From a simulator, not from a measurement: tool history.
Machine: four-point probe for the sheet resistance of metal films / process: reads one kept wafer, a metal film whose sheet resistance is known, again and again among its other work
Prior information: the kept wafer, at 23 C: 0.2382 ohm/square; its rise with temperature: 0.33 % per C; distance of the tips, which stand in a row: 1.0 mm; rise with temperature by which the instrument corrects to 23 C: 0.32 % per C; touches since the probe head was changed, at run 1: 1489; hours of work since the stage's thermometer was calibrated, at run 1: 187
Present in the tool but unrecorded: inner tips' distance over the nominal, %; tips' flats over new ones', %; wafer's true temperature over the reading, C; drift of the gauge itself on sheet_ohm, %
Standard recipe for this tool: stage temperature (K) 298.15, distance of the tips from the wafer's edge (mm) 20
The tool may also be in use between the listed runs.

| run | hour | stage temperature (K) | distance of the tips from the wafer's edge (mm) | touches since the probe head was changed | hours of work since the stage's thermometer was calibrated | sheet resistance as the instrument gives it (ohm/square) |
|---|---|---|---|---|---|---|
| 1 | 0 | 298.15 | 20 | 1489 | 187 | 0.238997 |
| 2 | 10 | 298.15 | 20 | 1976 | 194 | 0.239039 |
| 3 | 30.1 | 303.15 | 20 | 2950 | 210 | 0.239045 |
| 4 | 45.1 | 303.15 | 20 | 3682 | 221 | 0.239084 |
| 5 | 60.5 | 301.15 | 20 | 4427 | 232 | 0.239049 |
| 6 | 76.3 | 301.15 | 20 | 5195 | 244 | 0.238994 |
| 7 | 88.7 | 301.15 | 20 | 5800 | 254 | 0.23906 |
| 8 | 100.8 | 301.15 | 20 | 6385 | 263 | 0.238989 |
| 9 | 112.9 | 292.15 | 36 | 6977 | 272 | 0.238693 |
| 10 | 124.8 | 292.15 | 15 | 7552 | 281 | 0.239105 |
| 11 | 144.8 | 292.15 | 15 | 8525 | 296 | 0.239139 |
| 12 | 154.6 | 298.15 | 25 | 9001 | 303 | 0.238965 |
| 13 | 169.8 | 299.15 | 11 | 9739 | 315 | 0.239798 |

Run 14 is up next; what results do you expect?
| 14 | 189.4 | 300.15 | 33 | 10693 | 330 | ? |

sheet resistance as the instrument gives it (ohm/square): 0.238884
Take away the tool's hidden state, keep the run-to-run variation as it was, and the same run would have given sheet resistance as the instrument gives it (ohm/square) 0.238393.
